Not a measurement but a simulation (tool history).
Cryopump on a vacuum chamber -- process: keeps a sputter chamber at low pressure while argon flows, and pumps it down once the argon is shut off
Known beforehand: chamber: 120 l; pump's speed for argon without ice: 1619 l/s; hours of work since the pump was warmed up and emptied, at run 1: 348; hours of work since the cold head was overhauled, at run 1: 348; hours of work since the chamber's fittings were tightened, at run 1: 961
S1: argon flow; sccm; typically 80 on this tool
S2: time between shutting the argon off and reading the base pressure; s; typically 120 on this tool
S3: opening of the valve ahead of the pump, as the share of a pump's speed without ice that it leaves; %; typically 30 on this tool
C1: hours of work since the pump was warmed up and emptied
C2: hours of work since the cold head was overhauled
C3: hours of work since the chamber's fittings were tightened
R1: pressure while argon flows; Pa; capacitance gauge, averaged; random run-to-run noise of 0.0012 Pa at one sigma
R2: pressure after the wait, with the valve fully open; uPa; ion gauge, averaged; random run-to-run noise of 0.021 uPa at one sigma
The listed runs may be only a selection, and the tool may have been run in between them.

Run 1, hour 0: usual settings; C1 348; C2 348; C3 961. Result: R1 0.2892 Pa, R2 1.08 uPa.
Run 2, hour 14.1: usual settings but S3 54 %; C1 356; C2 356; C3 969. Result: R1 0.1637 Pa, R2 1.1 uPa.
Run 3, hour 23.7: usual settings but S3 54 %; C1 361; C2 361; C3 974. Result: R1 0.1661 Pa, R2 1.15 uPa.
Run 4, hour 32.3: usual settings but S3 54 %; C1 366; C2 366; C3 979. Result: R1 0.1647 Pa, R2 1.15 uPa.
Run 5, hour 42.5: usual settings but S2 23 s, S3 54 %; C1 372; C2 372; C3 985. Result: R1 0.1653 Pa, R2 2.16 uPa.
Run 6, hour 59.3: usual settings but S2 53 s; C1 381; C2 381; C3 994. Result: R1 0.29 Pa, R2 1.44 uPa.
Run 7, hour 79.3: usual settings; C1 392; C2 392; C3 1005. Result: R1 0.288 Pa, R2 1.17 uPa.
Run 8, hour 90.1: usual settings; C1 398; C2 398; C3 1011. Result: R1 0.2892 Pa, R2 1.14 uPa.
Run 9, hour 108.3: usual settings but S1 96 sccm; C1 408; C2 408; C3 1021. Result: R1 0.3472 Pa, R2 1.2 uPa.
Run 10, hour 118.4: usual settings but S1 96 sccm; C1 414; C2 414; C3 1027. Result: R1 0.3474 Pa, R2 1.16 uPa.
Run 11, hour 132.1: usual settings but S1 96 sccm, S3 44 %; C1 421; C2 421; C3 1034. Result: R1 0.2418 Pa, R2 1.15 uPa.
Run 12, hour 145.3: usual settings but S1 96 sccm, S3 44 %; C1 429; C2 429; C3 1041. Result: R1 0.2452 Pa, R2 1.21 uPa.
Run 13, hour 155.3: usual settings but S1 54 sccm, S3 28 %; C1 434; C2 434; C3 1047. Result: R1 0.2094 Pa, R2 1.13 uPa.
Run 14, hour 169.8: usual settings but S1 103 sccm, S2 88 s, S3 40 %; C1 442; C2 442; C3 1055. Result: R1 0.286 Pa, R2 1.35 uPa.
Run 15, hour 181.1: usual settings but S1 114 sccm, S2 189 s, S3 29 %; C1 448; C2 448; C3 1061. Result: R1 0.428 Pa, R2 1.1 uPa.
Run 16, hour 196.5: usual settings but S1 42 sccm, S2 279 s, S3 28 %; C1 457; C2 457; C3 1070. Result: R1 0.1629 Pa, R2 1.07 uPa.

Here are 5 independent what-if runs from the current tool condition. What would each one return?
Run A, hour 205.6: usual settings but S1 97 sccm; C1 462; C2 462; C3 1075. Result: R1 ?, R2 ?.
Run B, hour 205.6: usual settings but S1 69 sccm, S3 28 %; C1 462; C2 462; C3 1075. Result: R1 ?, R2 ?.
Run C, hour 205.6: usual settings but S1 111 sccm, S2 173 s; C1 462; C2 462; C3 1075. Result: R1 ?, R2 ?.
Run D, hour 205.6: usual settings but S3 18 %; C1 462; C2 462; C3 1075. Result: R1 ?, R2 ?.
Run E, hour 205.6: usual settings but S1 55 sccm, S2 49 s, S3 18 %; C1 462; C2 462; C3 1075. Result: R1 ?, R2 ?.

run      R1    R2
  A  0.3552   1.2
  B  0.2674  1.17
  C  0.4045  1.15
  D  0.4756  1.21
  E  0.3279  1.59
With no hidden state in the tool, these same runs would have given:
run      R1    R2
  A  0.3389  0.44
  B  0.2559   0.4
  C  0.3858  0.36
  D  0.4623  0.43
  E  0.3187  0.82
